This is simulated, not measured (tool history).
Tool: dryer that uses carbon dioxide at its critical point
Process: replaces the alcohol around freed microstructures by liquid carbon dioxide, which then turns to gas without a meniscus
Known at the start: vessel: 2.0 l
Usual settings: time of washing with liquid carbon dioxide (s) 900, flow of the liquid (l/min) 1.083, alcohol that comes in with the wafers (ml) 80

run,hour,time of washing with liquid carbon dioxide (s),flow of the liquid (l/min),alcohol that comes in with the wafers (ml),alcohol left in the vessel before it's heated (ppm by volume)
1,0,900,1.083,80,108
2,5.7,900,1.083,80,96
3,13.2,900,1.13,80,78
4,18.9,900,1.13,80,95
5,27.2,900,0.81,80,371
6,32.3,900,1.083,41,86
7,39.5,900,1.083,41,76
8,47.8,900,1.083,41,72
9,54.9,600,1.083,80,655
10,60.6,600,1.083,80,627
11,69.3,900,1.083,80,118
12,77.2,900,0.87,80,291
13,84.8,900,0.87,80,283
14,90.8,900,0.87,80,296
15,96.6,900,0.87,103,358
16,105.5,900,0.87,103,248
17,111.8,900,0.87,103,253
18,117.5,900,0.87,103,247
19,125.3,900,0.87,103,257
20,131.6,900,1.19,80,61
21,136.6,900,1.19,80,71
22,140.4,900,1.083,80,84
23,146.5,1200,1.083,80,47
24,152.1,1200,1.083,80,54
25,157,660,1.5,85,94
26,161.1,660,1.5,85,97
27,169.5,660,1.5,85,92
28,176,900,1.51,88,47
29,184.1,900,0.66,80,638
30,189.6,1260,1.66,80,55
31,195.2,1260,1.13,72,58
32,201.2,1140,0.95,37,61
33,208.3,1140,0.95,37,63
34,213.8,660,1.083,24,148
35,222.1,660,1.083,24,147
36,225.9,660,1.083,24,143
37,231.7,660,1.35,24,96
38,238.9,600,1.03,24,223
39,243.6,660,0.87,80,777
40,249.1,660,0.87,80,819
41,257.3,1080,1.18,74,76
42,261.7,1080,1.18,74,68
43,268.2,600,1.18,78,353
44,273,600,1.18,78,371
45,276.7,1320,0.96,80,68
46,281.2,1320,0.96,80,64
47,288.5,540,1.05,32,381
48,295.8,540,1.05,32,391

Not shown: 1 entry that the log had between the listed runs. Between which runs, and how does the tool's hidden state differ before and after?
Between runs 15 and 16: inlet filter changed (hour 102.7)
  flow that reaches the vessel past the clogged filter, %: 90.9 -> 99.6; alcohol in the recycled carbon dioxide, ppm: 42.4 -> 43.4
  measured less the result without the state, alcohol left in the vessel before it's heated (ppm by volume): +169 -> +44
